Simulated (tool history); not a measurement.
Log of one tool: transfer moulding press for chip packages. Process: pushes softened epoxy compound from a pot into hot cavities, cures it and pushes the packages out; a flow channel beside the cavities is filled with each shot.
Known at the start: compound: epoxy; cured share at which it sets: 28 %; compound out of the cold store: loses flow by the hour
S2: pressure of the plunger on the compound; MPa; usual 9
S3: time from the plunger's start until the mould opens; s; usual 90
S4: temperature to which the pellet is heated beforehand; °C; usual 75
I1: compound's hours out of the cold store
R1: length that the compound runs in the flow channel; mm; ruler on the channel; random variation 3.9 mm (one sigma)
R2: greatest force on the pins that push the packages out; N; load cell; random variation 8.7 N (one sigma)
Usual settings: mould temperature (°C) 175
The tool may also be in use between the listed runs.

{"run": 1, "hour": 0.0, "mould temperature (°C)": 175, "S2": 9, "S3": 90, "S4": 75, "I1": 17.4, "R1": 517, "R2": 578}
{"hour": 9.1, "done": "plunger's sealing rings changed"}
{"hour": 19.7, "done": "cavities cleaned with cleaning compound and waxed"}
{"run": 2, "hour": 44.9, "mould temperature (°C)": 175, "S2": 9, "S3": 90, "S4": 75, "I1": 27.6, "R1": 506, "R2": 429}
{"run": 3, "hour": 76.3, "mould temperature (°C)": 175, "S2": 9, "S3": 90, "S4": 75, "I1": 47.4, "R1": 468, "R2": 486}
{"run": 4, "hour": 123.1, "mould temperature (°C)": 175, "S2": 9, "S3": 90, "S4": 72, "I1": 39.6, "R1": 478, "R2": 557}
{"hour": 139.1, "done": "cavities cleaned with cleaning compound and waxed"}
{"run": 5, "hour": 197.9, "mould temperature (°C)": 175, "S2": 9, "S3": 90, "S4": 75, "I1": 27.9, "R1": 503, "R2": 504}
{"run": 6, "hour": 240.4, "mould temperature (°C)": 175, "S2": 9, "S3": 89, "S4": 75, "I1": 28.2, "R1": 495, "R2": 579}
{"hour": 256.5, "done": "cavities cleaned with cleaning compound and waxed"}
{"run": 7, "hour": 284.7, "mould temperature (°C)": 175, "S2": 9, "S3": 90, "S4": 74, "I1": 28.9, "R1": 491, "R2": 436}
{"run": 8, "hour": 353.9, "mould temperature (°C)": 175, "S2": 9, "S3": 90, "S4": 74, "I1": 39, "R1": 468, "R2": 541}
{"hour": 368.8, "done": "mould's thermocouples calibrated"}
{"hour": 377.3, "done": "cavities cleaned with cleaning compound and waxed"}
{"run": 9, "hour": 428.6, "mould temperature (°C)": 175, "S2": 9, "S3": 90, "S4": 74, "I1": 11.5, "R1": 532, "R2": 555}
{"hour": 441.4, "done": "plunger's sealing rings changed"}
{"hour": 496.9, "done": "cavities cleaned with cleaning compound and waxed"}
{"run": 10, "hour": 496.9, "mould temperature (°C)": 175, "S2": 9, "S3": 90, "S4": 82, "I1": 43.7, "R1": 478, "R2": 360}
{"run": 11, "hour": 555.4, "mould temperature (°C)": 175, "S2": 10.44, "S3": 90, "S4": 82, "I1": 27.3, "R1": 552, "R2": 546}
{"run": 12, "hour": 595.9, "mould temperature (°C)": 175, "S2": 9, "S3": 108, "S4": 75, "I1": 34, "R1": 497, "R2": 503}
{"hour": 615.4, "done": "cavities cleaned with cleaning compound and waxed"}
{"run": 13, "hour": 660.5, "mould temperature (°C)": 175, "S2": 9, "S3": 108, "S4": 75, "I1": 20.1, "R1": 528, "R2": 440}
{"run": 14, "hour": 692.0, "mould temperature (°C)": 168, "S2": 9, "S3": 108, "S4": 75, "I1": 37.8, "R1": 507, "R2": 644}
{"hour": 732.9, "done": "cavities cleaned with cleaning compound and waxed"}
{"run": 15, "hour": 749.6, "mould temperature (°C)": 175, "S2": 7.52, "S3": 90, "S4": 75, "I1": 26, "R1": 462, "R2": 434}
{"run": 16, "hour": 779.9, "mould temperature (°C)": 170, "S2": 6.86, "S3": 80, "S4": 68, "I1": 16.2, "R1": 471, "R2": 1000}
{"run": 17, "hour": 819.5, "mould temperature (°C)": 181, "S2": 6.86, "S3": 71, "S4": 68, "I1": 43.6, "R1": 386, "R2": 619}
{"hour": 850.1, "done": "cavities cleaned with cleaning compound and waxed"}
{"hour": 868.9, "done": "plunger's sealing rings changed"}
{"run": 18, "hour": 884.8, "mould temperature (°C)": 181, "S2": 10.79, "S3": 71, "S4": 71, "I1": 9, "R1": 598, "R2": 537}
{"run": 19, "hour": 937.6, "mould temperature (°C)": 181, "S2": 10.79, "S3": 71, "S4": 71, "I1": 17.8, "R1": 568, "R2": 624}
{"hour": 971.7, "done": "cavities cleaned with cleaning compound and waxed"}
{"run": 20, "hour": 981.9, "mould temperature (°C)": 181, "S2": 10.79, "S3": 71, "S4": 71, "I1": 19.6, "R1": 568, "R2": 462}

The next listed run, before its measurement:
{"run": 21, "hour": 1043.9, "mould temperature (°C)": 181, "S2": 10.79, "S3": 71, "S4": 71, "I1": 16.5, "R1": "?", "R2": "?"}

Run 21 gave R1 569 mm, R2 625 N.
Without the tool's hidden state the same run would have given R1 584 mm, R2 421 N.
